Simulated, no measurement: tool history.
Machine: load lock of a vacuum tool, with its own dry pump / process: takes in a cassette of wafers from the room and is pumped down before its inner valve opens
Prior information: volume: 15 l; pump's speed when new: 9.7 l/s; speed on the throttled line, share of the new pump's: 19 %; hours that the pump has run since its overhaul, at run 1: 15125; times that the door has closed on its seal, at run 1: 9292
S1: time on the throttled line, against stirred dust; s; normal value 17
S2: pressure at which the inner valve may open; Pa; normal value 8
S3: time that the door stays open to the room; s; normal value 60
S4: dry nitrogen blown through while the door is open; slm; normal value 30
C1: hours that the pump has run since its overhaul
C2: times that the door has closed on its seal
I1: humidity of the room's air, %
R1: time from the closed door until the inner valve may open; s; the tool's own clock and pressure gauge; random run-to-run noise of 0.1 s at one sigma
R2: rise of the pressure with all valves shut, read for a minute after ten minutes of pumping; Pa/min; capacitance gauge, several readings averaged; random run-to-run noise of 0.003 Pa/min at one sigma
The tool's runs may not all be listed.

run 1 hour=0 | S1=17 S2=8 S3=60 S4=30 | C1=15125 C2=9292 | I1=45.7 | R1=30.3 R2=0.04
run 2 hour=116.6 | S1=17 S2=8 S3=60 S4=30 | C1=15241 C2=9563 | I1=45.7 | R1=30.33 R2=0.038
run 3 hour=211.9 | S1=17 S2=8 S3=60 S4=35 | C1=15337 C2=9784 | I1=46.6 | R1=30.3 R2=0.035
run 4 hour=339.5 | S1=17 S2=7 S3=60 S4=30 | C1=15464 C2=10080 | I1=46.5 | R1=30.57 R2=0.039
run 5 hour=425.9 | S1=17 S2=7 S3=60 S4=30 | C1=15550 C2=10280 | I1=42 | R1=30.6 R2=0.038
run 6 hour=540.2 | S1=17 S2=8 S3=60 S4=30 | C1=15665 C2=10545 | I1=42.8 | R1=30.38 R2=0.039
run 7 hour=610.1 | S1=25 S2=8 S3=60 S4=30 | C1=15735 C2=10707 | I1=47.8 | R1=36.56 R2=0.045
run 8 hour=719.8 | S1=25 S2=8 S3=60 S4=30 | C1=15844 C2=10961 | I1=48.6 | R1=36.49 R2=0.047
run 9 hour=837.1 | S1=28 S2=8 S3=60 S4=30 | C1=15962 C2=11233 | I1=44.4 | R1=38.91 R2=0.046
run 10 hour=901.4 | S1=28 S2=8 S3=60 S4=30 | C1=16026 C2=11382 | I1=43.5 | R1=38.78 R2=0.043
run 11 hour=963.7 | S1=28 S2=8 S3=60 S4=30 | C1=16088 C2=11527 | I1=46.2 | R1=39.12 R2=0.05
run 12 hour=1036.9 | S1=28 S2=8 S3=60 S4=13 | C1=16162 C2=11696 | I1=45.2 | R1=39 R2=0.055
run 13 hour=1126.5 | S1=17 S2=8 S3=60 S4=30 | C1=16251 C2=11904 | I1=44.4 | R1=30.47 R2=0.042
run 14 hour=1200.2 | S1=17 S2=8 S3=60 S4=32 | C1=16325 C2=12075 | I1=42.2 | R1=30.43 R2=0.042
run 15 hour=1316.7 | S1=17 S2=8 S3=60 S4=32 | C1=16441 C2=12345 | I1=45.2 | R1=30.67 R2=0.043
run 16 hour=1418.7 | S1=11 S2=8 S3=217 S4=5 | C1=16543 C2=12582 | I1=45.7 | R1=25.84 R2=0.107
run 17 hour=1522.4 | S1=11 S2=8 S3=217 S4=5 | C1=16647 C2=12822 | I1=44.8 | R1=25.89 R2=0.101
run 18 hour=1610.3 | S1=15 S2=7 S3=116 S4=10 | C1=16735 C2=13026 | I1=41.5 | R1=29.12 R2=0.066
run 19 hour=1746.9 | S1=15 S2=7 S3=116 S4=10 | C1=16872 C2=13343 | I1=47.8 | R1=29.21 R2=0.075
run 20 hour=1805.4 | S1=14 S2=8 S3=60 S4=11 | C1=16930 C2=13478 | I1=46.1 | R1=28.26 R2=0.062
run 21 hour=1941.6 | S1=8 S2=12 S3=37 S4=32 | C1=17066 C2=13794 | I1=39.4 | R1=22.82 R2=0.04
run 22 hour=2066.2 | S1=9 S2=8 S3=60 S4=33 | C1=17191 C2=14083 | I1=44.9 | R1=24.33 R2=0.052
run 23 hour=2155.5 | S1=22 S2=11 S3=141 S4=10 | C1=17280 C2=14290 | I1=43.9 | R1=33.81 R2=0.07
run 24 hour=2217.6 | S1=22 S2=11 S3=141 S4=10 | C1=17342 C2=14434 | I1=44.9 | R1=33.73 R2=0.072
run 25 hour=2304 | S1=22 S2=11 S3=141 S4=10 | C1=17429 C2=14634 | I1=43.4 | R1=33.82 R2=0.076

What if the next run were any one of these 5? Each begins from the tool's condition after run 25:
run A hour=2424 | S1=32 S2=8 S3=48 S4=30 | C1=17549 C2=14913 | I1=43.8 | R1=? R2=?
run B hour=2424 | S1=9 S2=11 S3=231 S4=10 | C1=17549 C2=14913 | I1=43.7 | R1=? R2=?
run C hour=2424 | S1=21 S2=11 S3=84 S4=10 | C1=17549 C2=14913 | I1=46.3 | R1=? R2=?
run D hour=2424 | S1=22 S2=15 S3=141 S4=10 | C1=17549 C2=14913 | I1=47.2 | R1=? R2=?
run E hour=2424 | S1=25 S2=11 S3=141 S4=10 | C1=17549 C2=14913 | I1=47.9 | R1=? R2=?

run=A R1=42.31 R2=0.05
run=B R1=23.89 R2=0.086
run=C R1=33.16 R2=0.071
run=D R1=33.46 R2=0.077
run=E R1=36.26 R2=0.081
With the hidden condition removed and each run's random variation left untouched, the same runs would have given:
run=A R1=40.69 R2=0.018
run=B R1=21.61 R2=0.054
run=C R1=31.3 R2=0.039
run=D R1=31.72 R2=0.045
run=E R1=34.54 R2=0.049
